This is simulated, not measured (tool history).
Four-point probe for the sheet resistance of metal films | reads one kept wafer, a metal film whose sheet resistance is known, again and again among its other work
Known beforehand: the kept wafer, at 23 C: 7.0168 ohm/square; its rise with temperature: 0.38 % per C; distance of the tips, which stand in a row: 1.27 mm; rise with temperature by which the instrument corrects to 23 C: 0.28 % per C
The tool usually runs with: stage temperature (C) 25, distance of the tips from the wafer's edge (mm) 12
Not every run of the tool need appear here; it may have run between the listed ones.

run,hour,stage temperature (C),distance of the tips from the wafer's edge (mm),sheet resistance as the instrument gives it (ohm/square)
1,0,25,12,7.073377
2,14.9,22,12,7.052815
3,40.3,27,12,7.088905
4,58.8,27,12,7.084357
5,80.9,25,12,7.069626
6,97.8,25,12,7.066119
7,112.7,25,12,7.069777
8,125.1,25,12,7.067025
9,146.5,25,12,7.063054
10,157.9,25,12,7.063527
11,171.4,25,12,7.062275
12,195.9,25,12,7.063226
13,214.5,25,12,7.060243
14,228.9,25,34,7.0241
15,246,25,34,7.021629
16,270.1,25,34,7.022225
17,283.6,29,34,7.048274
18,306.5,25,9,7.088459
19,331.3,21,9,7.061138
20,353.4,25,25,7.025231
21,377.5,25,63,7.012536
22,401.1,24,12,7.042696
23,412.9,29,12,7.08023
24,432.7,34,26,7.076282
25,444,30,10,7.101848
26,459.3,25,26,7.014953
27,477.4,31,26,7.05552
28,492.2,31,26,7.054746
29,510.2,18,10,7.015727
30,522.4,18,10,7.014592
31,538.3,18,10,7.011443
32,549,21,26,6.981879
33,562.7,25,5,7.235652
34,581.7,34,4,7.42337

For run 35, what comes out?
35,602.1,33,12,?

Run 35 gave sheet resistance as the instrument gives it (ohm/square) 7.095119.
Minus the tool's unlogged condition, the same run would have read sheet resistance as the instrument gives it (ohm/square) 7.127528.
